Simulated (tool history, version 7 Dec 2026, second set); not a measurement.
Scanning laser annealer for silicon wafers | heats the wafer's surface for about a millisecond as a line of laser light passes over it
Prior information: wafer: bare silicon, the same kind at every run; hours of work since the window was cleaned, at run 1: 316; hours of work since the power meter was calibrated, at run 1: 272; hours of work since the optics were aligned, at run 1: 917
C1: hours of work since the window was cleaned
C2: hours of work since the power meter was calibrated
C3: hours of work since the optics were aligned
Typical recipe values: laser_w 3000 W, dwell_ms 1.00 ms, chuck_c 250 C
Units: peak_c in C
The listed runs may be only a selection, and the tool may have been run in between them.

Run 1, hour 0.0: usual settings; C1 316; C2 272; C3 917. Result: peak_c 944 C.
Run 2, hour 14.3: usual settings; C1 323; C2 279; C3 924. Result: peak_c 945 C.
Run 3, hour 33.5: usual settings; C1 333; C2 289; C3 934. Result: peak_c 942 C.
Run 4, hour 52.1: usual settings; C1 343; C2 299; C3 944. Result: peak_c 946 C.
Run 5, hour 76.6: usual settings; C1 356; C2 311; C3 956. Result: peak_c 945 C.
Run 6, hour 97.3: usual settings; C1 366; C2 322; C3 967. Result: peak_c 941 C.
Run 7, hour 120.4: usual settings; C1 378; C2 334; C3 979. Result: peak_c 941 C.
Run 8, hour 137.4: usual settings; C1 387; C2 343; C3 988. Result: peak_c 942 C.
Run 9, hour 152.3: usual settings but chuck_c 270 C; C1 395; C2 351; C3 996. Result: peak_c 961 C.
Run 10, hour 168.6: usual settings; C1 403; C2 359; C3 1004. Result: peak_c 943 C.
Run 11, hour 187.0: usual settings but dwell_ms 1.12 ms; C1 413; C2 368; C3 1014. Result: peak_c 977 C.
Run 12, hour 207.0: usual settings but laser_w 2586 W; C1 423; C2 379; C3 1024. Result: peak_c 842 C.
Run 13, hour 225.9: usual settings; C1 433; C2 389; C3 1034. Result: peak_c 940 C.
Run 14, hour 255.7: usual settings; C1 448; C2 404; C3 1049. Result: peak_c 941 C.
Run 15, hour 272.5: usual settings but laser_w 2850 W; C1 457; C2 413; C3 1058. Result: peak_c 903 C.
Run 16, hour 297.8: usual settings but dwell_ms 1.21 ms; C1 470; C2 426; C3 1071. Result: peak_c 1006 C.
Run 17, hour 314.3: usual settings but dwell_ms 1.05 ms; C1 479; C2 434; C3 1079. Result: peak_c 952 C.
At hour 338.4: window over the wafer cleaned.
Run 18, hour 342.7: usual settings; C1 2; C2 448; C3 1093. Result: peak_c 933 C.
Run 19, hour 360.7: usual settings; C1 12; C2 457; C3 1102. Result: peak_c 934 C.
Run 20, hour 381.0: usual settings; C1 22; C2 468; C3 1113. Result: peak_c 929 C.
At hour 400.0: window over the wafer cleaned, once more.
Run 21, hour 408.6: usual settings; C1 4; C2 481; C3 1126. Result: peak_c 954 C.
Run 22, hour 437.4: usual settings but laser_w 2745 W, dwell_ms 1.11 ms, chuck_c 270 C; C1 19; C2 496; C3 1141. Result: peak_c 942 C.
Run 23, hour 454.5: usual settings but laser_w 2745 W, dwell_ms 1.11 ms, chuck_c 270 C; C1 28; C2 505; C3 1150. Result: peak_c 947 C.
Run 24, hour 468.7: usual settings but laser_w 2745 W, dwell_ms 1.11 ms, chuck_c 270 C; C1 36; C2 512; C3 1157. Result: peak_c 943 C.
Run 25, hour 489.0: usual settings but laser_w 2745 W, dwell_ms 1.11 ms, chuck_c 270 C; C1 46; C2 523; C3 1168. Result: peak_c 941 C.
Run 26, hour 503.9: usual settings but laser_w 2724 W, dwell_ms 0.90 ms, chuck_c 270 C; C1 54; C2 530; C3 1175. Result: peak_c 873 C.
Run 27, hour 525.6: usual settings but dwell_ms 1.11 ms, chuck_c 246 C; C1 65; C2 542; C3 1187. Result: peak_c 984 C.
Run 28, hour 545.0: usual settings but laser_w 2866 W, dwell_ms 1.07 ms, chuck_c 236 C; C1 75; C2 552; C3 1197. Result: peak_c 925 C.
Run 29, hour 575.2: usual settings but laser_w 2866 W, dwell_ms 1.07 ms, chuck_c 236 C; C1 91; C2 567; C3 1212. Result: peak_c 929 C.
Run 30, hour 599.6: usual settings but laser_w 2866 W, dwell_ms 1.07 ms, chuck_c 236 C; C1 103; C2 580; C3 1225. Result: peak_c 923 C.
Run 31, hour 616.4: usual settings but laser_w 2866 W, dwell_ms 1.07 ms, chuck_c 236 C; C1 112; C2 589; C3 1234. Result: peak_c 921 C.
Run 32, hour 645.5: usual settings but laser_w 2614 W, dwell_ms 1.01 ms, chuck_c 231 C; C1 127; C2 604; C3 1249. Result: peak_c 840 C.
Run 33, hour 668.9: usual settings but laser_w 2614 W, dwell_ms 1.01 ms, chuck_c 231 C; C1 139; C2 616; C3 1261. Result: peak_c 841 C.
Run 34, hour 689.6: usual settings but laser_w 2696 W, dwell_ms 1.11 ms, chuck_c 288 C; C1 150; C2 626; C3 1272. Result: peak_c 948 C.
Run 35, hour 714.7: usual settings but laser_w 2696 W, dwell_ms 0.76 ms, chuck_c 274 C; C1 163; C2 639; C3 1285. Result: peak_c 817 C.
Run 36, hour 737.7: usual settings but laser_w 2696 W, dwell_ms 0.76 ms, chuck_c 274 C; C1 175; C2 651; C3 1296. Result: peak_c 818 C.
Run 37, hour 756.8: usual settings but dwell_ms 1.16 ms, chuck_c 269 C; C1 185; C2 661; C3 1306. Result: peak_c 1016 C.
Run 38, hour 784.0: usual settings but laser_w 2558 W, dwell_ms 0.85 ms, chuck_c 239 C; C1 199; C2 675; C3 1320. Result: peak_c 784 C.
Run 39, hour 803.6: usual settings but laser_w 3006 W, dwell_ms 0.94 ms, chuck_c 245 C; C1 209; C2 685; C3 1331. Result: peak_c 920 C.
Run 40, hour 816.7: usual settings but laser_w 3035 W, dwell_ms 0.76 ms, chuck_c 241 C; C1 216; C2 692; C3 1337. Result: peak_c 856 C.

Hidden state or all else? Some run-to-run changes of peak_c, split into what the settings, what came in and random variation would give without the hidden state, and what is left for the hidden state (with any gauge scatter that isn't in both results):
The hidden state here: light that passes the window, % of a clean one's; laser's true power over the reading, %; width of the line over the set one, %; drift of the gauge itself on peak_c, C.
Run 17 -> 18: dwell_ms 1.05 -> 1.00, window over the wafer cleaned. peak_c -19 C: hidden state -4, all else -15.
Run 20 -> 21: window over the wafer cleaned, once more. peak_c +25 C: hidden state +20, all else +5.
Run 36 -> 37: laser_w 2696 -> 3000, dwell_ms 0.76 -> 1.16, chuck_c 274 -> 269. peak_c +198 C: hidden state -4, all else +202.
Run 37 -> 38: laser_w 3000 -> 2558, dwell_ms 1.16 -> 0.85, chuck_c 269 -> 239. peak_c -232 C: hidden state +4, all else -236.
Run 38 -> 39: laser_w 2558 -> 3006, dwell_ms 0.85 -> 0.94, chuck_c 239 -> 245. peak_c +136 C: hidden state -3, all else +139.

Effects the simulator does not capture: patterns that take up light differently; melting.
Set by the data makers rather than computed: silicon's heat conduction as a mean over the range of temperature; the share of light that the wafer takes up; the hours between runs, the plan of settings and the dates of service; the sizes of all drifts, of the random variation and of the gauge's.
